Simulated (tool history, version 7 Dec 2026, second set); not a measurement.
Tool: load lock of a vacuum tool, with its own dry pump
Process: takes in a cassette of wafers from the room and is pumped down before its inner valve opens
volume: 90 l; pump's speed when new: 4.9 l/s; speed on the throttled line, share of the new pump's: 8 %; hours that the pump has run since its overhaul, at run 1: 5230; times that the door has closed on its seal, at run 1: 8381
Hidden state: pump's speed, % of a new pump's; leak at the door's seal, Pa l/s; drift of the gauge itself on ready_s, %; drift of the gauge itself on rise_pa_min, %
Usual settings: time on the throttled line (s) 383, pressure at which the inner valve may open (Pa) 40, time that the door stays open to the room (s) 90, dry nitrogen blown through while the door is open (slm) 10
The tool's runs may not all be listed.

run    hour  time on the throttled line (s)  pressure at which the inner valve may open (Pa)  time that the door stays open to the room (s)  dry nitrogen blown through while the door is open (slm)  hours that the pump has run since its overhaul  times that the door has closed on its seal  incoming humidity of the room's air, %  time from the closed door until the inner valve may open (s)  rise of the pressure with all valves shut (Pa/min)
  1       0                             383                                               40                                             90                                                       10                                            5230                                        8381                                    44.2                                                         512.1                                               0.086
  2   129.4                             383                                               40                                             90                                                       10                                            5359                                        8579                                    47.8                                                         509.7                                               0.088
  3   201.4                             383                                               40                                             90                                                       10                                            5431                                        8689                                    46.9                                                         508.7                                               0.084
  4   334.5                             383                                               40                                             90                                                       10                                            5564                                        8893                                    42.2                                                         505.6                                               0.082
  5   466.3                             383                                               40                                             90                                                       10                                            5696                                        9095                                    44.4                                                         510.4                                               0.086
  6   629.1                             296                                               40                                             90                                                       10                                            5859                                        9345                                    45.6                                                           432                                               0.092
  7   727.7                             212                                               40                                             90                                                       10                                            5957                                        9496                                      46                                                         359.7                                               0.095
  8   802.7                             212                                               40                                             90                                                       10                                            6032                                        9611                                    44.7                                                         356.5                                               0.093
  9   939.7                             500                                               40                                             90                                                       10                                            6169                                        9821                                    49.8                                                         609.8                                               0.102
 10  1070.2                             383                                               40                                             71                                                       10                                            6300                                       10021                                    46.8                                                         516.2                                               0.082
 11  1207.1                             383                                               40                                             71                                                       10                                            6437                                       10230                                    46.7                                                         512.9                                                0.09
 12  1284.8                             383                                               40                                             71                                                       10                                            6515                                       10349                                      46                                                           510                                               0.088
 13  1396.3                             383                                               40                                             71                                                       10                                            6626                                       10520                                    47.4                                                         507.5                                               0.087
 14  1535.7                             383                                               40                                             71                                                       10                                            6765                                       10734                                    44.6                                                         508.4                                               0.088
 15  1704.9                             383                                               52                                             71                                                        8                                            6935                                       10993                                    43.4                                                         507.6                                                0.09
 16  1783.6                             383                                               52                                             71                                                        8                                            7013                                       11114                                    44.9                                                         504.9                                               0.092
 17  1907.6                             383                                               52                                             71                                                        8                                            7137                                       11304                                    43.1                                                         504.2                                               0.088
 18  2052.7                             436                                               49                                             58                                                        8                                            7282                                       11526                                    45.5                                                           559                                               0.089
 19    2131                             436                                               49                                             58                                                        8                                            7361                                       11646                                    43.2                                                         561.6                                               0.086
 20  2228.1                             446                                               53                                             95                                                       43                                            7458                                       11795                                    45.7                                                         567.2                                               0.086
 21  2308.9                             446                                               53                                             73                                                       19                                            7539                                       11919                                      43                                                         561.2                                                0.09
 22  2395.2                             446                                               53                                             73                                                       19                                            7625                                       12051                                    45.3                                                         564.6                                               0.089
 23  2511.5                             383                                               34                                             90                                                       10                                            7741                                       12229                                    42.7                                                         512.5                                               0.101
 24  2643.4                             383                                               34                                             90                                                       10                                            7873                                       12431                                    43.7                                                         515.2                                                0.11

The next listed run, before its measurement:
 25  2820.5                             383                                               33                                             32                                                       10                                            8050                                       12703                                    45.3                                                             ?                                                   ?

{"run 25": {"time from the closed door until the inner valve may open (s)": 521.3, "rise of the pressure with all valves shut (Pa/min)": 0.079}}
Without the tool's hidden state the same run would have given time from the closed door until the inner valve may open (s) 500.6, rise of the pressure with all valves shut (Pa/min) 0.027.
